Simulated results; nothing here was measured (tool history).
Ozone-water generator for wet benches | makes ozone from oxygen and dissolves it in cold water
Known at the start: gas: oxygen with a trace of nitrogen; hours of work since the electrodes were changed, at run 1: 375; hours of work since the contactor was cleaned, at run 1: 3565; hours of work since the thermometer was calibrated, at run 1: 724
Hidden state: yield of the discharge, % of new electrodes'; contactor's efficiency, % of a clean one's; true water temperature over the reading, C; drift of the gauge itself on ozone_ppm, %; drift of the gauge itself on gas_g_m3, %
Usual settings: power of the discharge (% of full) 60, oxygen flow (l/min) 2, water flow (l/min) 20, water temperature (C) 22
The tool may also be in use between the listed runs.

run     day  power of the discharge (% of full)  oxygen flow (l/min)  water flow (l/min)  water temperature (C)  hours of work since the electrodes were changed  hours of work since the contactor was cleaned  hours of work since the thermometer was calibrated  dissolved ozone (ppm)  ozone in the gas ahead of the water (g/m3)
  1       0                                  60                    2                  20                     22                                              375                                           3565                                                 724                   12.4                                       235.3
  2    1.75                                  60                    2                  20                     22                                              406                                           3596                                                 756                   12.4                                       234.7
  3   3.304                                  60                 2.58                  20                     22                                              434                                           3624                                                 784                   13.5                                       215.6
  4   4.267                                  60                    2                  20                     18                                              451                                           3641                                                 801                   12.8                                       235.8
  5    5.65                                  60                    2                  20                     18                                              476                                           3666                                                 826                   12.8                                       237.6
  6   6.533                                  60                 1.28                  20                     22                                              492                                           3682                                                 842                   10.3                                       277.7
  7   7.296                                  60                 1.28                  20                     22                                              506                                           3696                                                 855                   10.3                                       277.6
  8   8.658                                  60                 1.28                  20                     22                                              530                                           3720                                                 880                   10.4                                       279.3
  9  10.379                                  60                    2                  20                     15                                              561                                           3751                                                 911                   13.1                                       236.2
 10  11.767                                  60                    2                  20                     15                                              586                                           3776                                                 936                     13                                         236
 11  12.688                                  60                    2                  20                     23                                              603                                           3792                                                 952                   12.1                                       236.8
 12  13.933                                  60                    2                  20                     22                                              625                                           3815                                                 974                   12.5                                       238.3
 13  14.792                                  60                    2                  20                     22                                              640                                           3830                                                 990                   12.3                                       238.1
 14  16.588                                  60                    2                  20                     22                                              673                                           3862                                                1022                   12.3                                       236.9
 15  17.338                                  60                    2                  21                     22                                              686                                           3876                                                1036                   11.7                                       238.3
 16  19.017                                  81                 2.45                  24                     21                                              716                                           3906                                                1066                     14                                       272.4
 17  20.754                                  81                 2.45                  24                     21                                              747                                           3937                                                1097                   14.1                                       276.1
 18  22.579                                  81                 2.45                  24                     21                                              780                                           3970                                                1130                     14                                       273.2
 19    24.4                                  60                    2                  20                     27                                              813                                           4003                                                1162                   11.8                                         242
 20  25.283                                  60                 1.18                  20                     18                                              829                                           4018                                                1178                     10                                         292
     26.433  -- gauge calibrated
 21  27.096                                  40                    2                  18                     23                                              861                                           4051                                                1211                   10.3                                       174.7
 22  28.421                                  40                    2                  18                     23                                              885                                           4075                                                1235                   10.1                                       177.4
 23  30.104                                  66                 1.34                  25                     14                                              915                                           4105                                                1265                    9.3                                       291.5
 24  31.788                                  82                    2                  17                     22                                              946                                           4135                                                1295                   17.8                                       292.2
 25  32.529                                  93                 1.78                  29                     23                                              959                                           4149                                                1308                   11.1                                       336.3
 26  33.871                                  63                 1.31                  13                     19                                              983                                           4173                                                1333                   16.4                                       286.7
 27  34.788                                  60                 2.86                  20                     27                                              999                                           4189                                                1349                   13.2                                       206.3
 28  35.938                                  55                    2                  23                     22                                             1020                                           4210                                                1370                   10.2                                       223.1
 29  36.904                                  55                    2                  23                     22                                             1037                                           4227                                                1387                   10.1                                       224.5

3 ways to go on from here, each from the tool as it stands after run 29. What would each give?
  A  38.371                                  55                 2.69                  23                     16                                             1064                                           4253                                                1413                      ?                                           ?
  B  38.371                                  60                 1.22                  16                     22                                             1064                                           4253                                                1413                      ?                                           ?
  C  38.371                                  55                 1.14                  23                     22                                             1064                                           4253                                                1413                      ?                                           ?

run  dissolved ozone (ppm)  ozone in the gas ahead of the water (g/m3)
  A                     12                                       198.6
  B                   12.5                                       285.3
  C                    7.9                                         276
Without the tool's hidden state the same runs would have given:
run  dissolved ozone (ppm)  ozone in the gas ahead of the water (g/m3)
  A                     12                                       196.1
  B                   12.5                                       281.8
  C                    7.9                                       272.6

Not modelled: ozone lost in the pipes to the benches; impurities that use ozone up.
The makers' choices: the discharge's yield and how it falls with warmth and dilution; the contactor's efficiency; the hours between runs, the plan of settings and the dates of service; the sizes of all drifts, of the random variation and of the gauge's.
